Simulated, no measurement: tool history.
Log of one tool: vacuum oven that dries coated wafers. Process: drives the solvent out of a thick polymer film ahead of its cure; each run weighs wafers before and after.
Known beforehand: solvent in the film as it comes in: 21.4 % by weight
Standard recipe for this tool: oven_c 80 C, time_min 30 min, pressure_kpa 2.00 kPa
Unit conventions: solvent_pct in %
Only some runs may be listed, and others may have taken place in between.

run 1 hour=0.0 | oven_c=80 time_min=30 pressure_kpa=2.00 | solvent_pct=4.96
run 2 hour=29.8 | oven_c=80 time_min=30 pressure_kpa=2.00 | solvent_pct=5.00
run 3 hour=61.9 | oven_c=80 time_min=18 pressure_kpa=2.00 | solvent_pct=7.84
run 4 hour=103.5 | oven_c=80 time_min=18 pressure_kpa=2.00 | solvent_pct=7.87
run 5 hour=126.0 | oven_c=72 time_min=18 pressure_kpa=2.00 | solvent_pct=11.31
run 6 hour=155.1 | oven_c=81 time_min=30 pressure_kpa=2.00 | solvent_pct=4.43
run 7 hour=194.5 | oven_c=81 time_min=30 pressure_kpa=2.00 | solvent_pct=4.53
run 8 hour=232.2 | oven_c=81 time_min=30 pressure_kpa=2.00 | solvent_pct=4.49
run 9 hour=257.0 | oven_c=81 time_min=30 pressure_kpa=2.00 | solvent_pct=4.34
run 10 hour=291.5 | oven_c=81 time_min=30 pressure_kpa=2.00 | solvent_pct=4.47
run 11 hour=321.7 | oven_c=75 time_min=30 pressure_kpa=2.00 | solvent_pct=7.16
run 12 hour=339.8 | oven_c=75 time_min=30 pressure_kpa=2.00 | solvent_pct=7.05
run 13 hour=381.0 | oven_c=75 time_min=30 pressure_kpa=2.00 | solvent_pct=7.01
run 14 hour=403.9 | oven_c=75 time_min=30 pressure_kpa=2.00 | solvent_pct=7.12
run 15 hour=424.6 | oven_c=80 time_min=30 pressure_kpa=1.76 | solvent_pct=4.71
run 16 hour=463.7 | oven_c=80 time_min=30 pressure_kpa=1.76 | solvent_pct=4.62
run 17 hour=500.8 | oven_c=80 time_min=30 pressure_kpa=1.76 | solvent_pct=4.65
run 18 hour=535.9 | oven_c=90 time_min=30 pressure_kpa=2.00 | solvent_pct=1.76
-- hour=544.4 oven's thermocouples calibrated
run 19 hour=569.6 | oven_c=90 time_min=30 pressure_kpa=2.00 | solvent_pct=1.97
run 20 hour=609.0 | oven_c=90 time_min=30 pressure_kpa=2.00 | solvent_pct=1.95
run 21 hour=631.8 | oven_c=90 time_min=30 pressure_kpa=2.00 | solvent_pct=1.86
run 22 hour=648.9 | oven_c=90 time_min=30 pressure_kpa=2.00 | solvent_pct=1.91
run 23 hour=686.3 | oven_c=69 time_min=42 pressure_kpa=4.72 | solvent_pct=10.18
run 24 hour=717.3 | oven_c=80 time_min=44 pressure_kpa=2.00 | solvent_pct=3.34
run 25 hour=752.4 | oven_c=88 time_min=21 pressure_kpa=1.26 | solvent_pct=3.42
run 26 hour=771.8 | oven_c=69 time_min=30 pressure_kpa=2.00 | solvent_pct=10.27
run 27 hour=805.3 | oven_c=89 time_min=17 pressure_kpa=3.74 | solvent_pct=5.15
run 28 hour=836.8 | oven_c=79 time_min=32 pressure_kpa=4.54 | solvent_pct=6.47
run 29 hour=873.5 | oven_c=79 time_min=32 pressure_kpa=4.54 | solvent_pct=6.41
run 30 hour=893.7 | oven_c=79 time_min=32 pressure_kpa=5.47 | solvent_pct=7.06
run 31 hour=915.2 | oven_c=80 time_min=52 pressure_kpa=2.00 | solvent_pct=2.66
run 32 hour=945.4 | oven_c=80 time_min=52 pressure_kpa=2.00 | solvent_pct=2.68
run 33 hour=984.4 | oven_c=80 time_min=17 pressure_kpa=5.85 | solvent_pct=9.91
run 34 hour=1009.0 | oven_c=71 time_min=38 pressure_kpa=4.20 | solvent_pct=9.03
run 35 hour=1034.3 | oven_c=71 time_min=38 pressure_kpa=4.20 | solvent_pct=9.24
run 36 hour=1068.5 | oven_c=89 time_min=30 pressure_kpa=3.93 | solvent_pct=2.92
run 37 hour=1088.4 | oven_c=86 time_min=16 pressure_kpa=1.41 | solvent_pct=5.68
run 38 hour=1119.3 | oven_c=80 time_min=22 pressure_kpa=2.38 | solvent_pct=6.91
run 39 hour=1153.8 | oven_c=70 time_min=22 pressure_kpa=6.04 | solvent_pct=13.44

Consider 3 possible next runs. They are alternatives, not a sequence: every one starts from the tool as it was left by run 39. What does each give?
run A hour=1171.7 | oven_c=85 time_min=19 pressure_kpa=5.33 | solvent_pct=?
run B hour=1171.7 | oven_c=80 time_min=33 pressure_kpa=3.67 | solvent_pct=?
run C hour=1171.7 | oven_c=71 time_min=30 pressure_kpa=2.00 | solvent_pct=?

run=A solvent_pct=6.70
run=B solvent_pct=5.43
run=C solvent_pct=9.01
What these runs would have given with no unlogged condition in the tool:
run=A solvent_pct=6.78
run=B solvent_pct=5.43
run=C solvent_pct=9.02
